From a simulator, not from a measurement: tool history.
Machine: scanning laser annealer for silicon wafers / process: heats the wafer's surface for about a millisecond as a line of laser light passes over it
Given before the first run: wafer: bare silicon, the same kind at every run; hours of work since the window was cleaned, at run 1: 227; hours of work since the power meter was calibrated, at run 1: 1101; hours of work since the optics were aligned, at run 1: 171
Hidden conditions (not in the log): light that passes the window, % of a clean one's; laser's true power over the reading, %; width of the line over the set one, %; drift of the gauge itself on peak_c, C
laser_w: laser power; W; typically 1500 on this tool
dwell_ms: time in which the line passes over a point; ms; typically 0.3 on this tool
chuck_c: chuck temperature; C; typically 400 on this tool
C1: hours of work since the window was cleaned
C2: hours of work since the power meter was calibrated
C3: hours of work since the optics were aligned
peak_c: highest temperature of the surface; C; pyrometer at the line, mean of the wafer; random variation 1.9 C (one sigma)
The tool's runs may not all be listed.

{"run": 1, "hour": 0.0, "laser_w": 1500, "dwell_ms": 0.3, "chuck_c": 400, "C1": 227, "C2": 1101, "C3": 171, "peak_c": 1112}
{"run": 2, "hour": 28.7, "laser_w": 1500, "dwell_ms": 0.3, "chuck_c": 400, "C1": 249, "C2": 1123, "C3": 193, "peak_c": 1112}
{"run": 3, "hour": 69.5, "laser_w": 1500, "dwell_ms": 0.3, "chuck_c": 400, "C1": 280, "C2": 1154, "C3": 224, "peak_c": 1107}
{"run": 4, "hour": 104.8, "laser_w": 1500, "dwell_ms": 0.3, "chuck_c": 400, "C1": 307, "C2": 1181, "C3": 251, "peak_c": 1109}
{"run": 5, "hour": 134.4, "laser_w": 1500, "dwell_ms": 0.3, "chuck_c": 400, "C1": 330, "C2": 1203, "C3": 273, "peak_c": 1108}
{"run": 6, "hour": 159.8, "laser_w": 1500, "dwell_ms": 0.3, "chuck_c": 400, "C1": 349, "C2": 1223, "C3": 293, "peak_c": 1106}
{"run": 7, "hour": 183.5, "laser_w": 1500, "dwell_ms": 0.371, "chuck_c": 400, "C1": 367, "C2": 1241, "C3": 311, "peak_c": 1194}
{"run": 8, "hour": 208.5, "laser_w": 1500, "dwell_ms": 0.279, "chuck_c": 400, "C1": 386, "C2": 1260, "C3": 330, "peak_c": 1076}
{"run": 9, "hour": 232.4, "laser_w": 1500, "dwell_ms": 0.279, "chuck_c": 400, "C1": 404, "C2": 1278, "C3": 348, "peak_c": 1074}
{"run": 10, "hour": 258.0, "laser_w": 1500, "dwell_ms": 0.3, "chuck_c": 400, "C1": 424, "C2": 1297, "C3": 367, "peak_c": 1100}
{"run": 11, "hour": 276.9, "laser_w": 1500, "dwell_ms": 0.3, "chuck_c": 400, "C1": 438, "C2": 1312, "C3": 382, "peak_c": 1104}
{"run": 12, "hour": 302.0, "laser_w": 1490, "dwell_ms": 0.233, "chuck_c": 431, "C1": 457, "C2": 1331, "C3": 401, "peak_c": 1035}
{"run": 13, "hour": 332.6, "laser_w": 1454, "dwell_ms": 0.233, "chuck_c": 412, "C1": 480, "C2": 1354, "C3": 424, "peak_c": 997}
{"run": 14, "hour": 362.7, "laser_w": 1454, "dwell_ms": 0.233, "chuck_c": 412, "C1": 503, "C2": 1377, "C3": 447, "peak_c": 999}
{"hour": 370.2, "done": "optics aligned, line set to its width"}
{"run": 15, "hour": 401.3, "laser_w": 1454, "dwell_ms": 0.233, "chuck_c": 412, "C1": 529, "C2": 1402, "C3": 24, "peak_c": 995}
{"run": 16, "hour": 428.0, "laser_w": 1454, "dwell_ms": 0.233, "chuck_c": 412, "C1": 549, "C2": 1423, "C3": 44, "peak_c": 996}
{"run": 17, "hour": 467.3, "laser_w": 1309, "dwell_ms": 0.261, "chuck_c": 400, "C1": 579, "C2": 1453, "C3": 74, "peak_c": 950}
{"run": 18, "hour": 502.7, "laser_w": 1392, "dwell_ms": 0.278, "chuck_c": 400, "C1": 606, "C2": 1480, "C3": 101, "peak_c": 1010}

Expected results for the next run?
{"run": 19, "hour": 525.1, "laser_w": 1629, "dwell_ms": 0.258, "chuck_c": 400, "C1": 623, "C2": 1497, "C3": 118, "peak_c": "?"}

peak_c: 1099 C
With no hidden state in the tool, this same run would have given peak_c 1134 C.
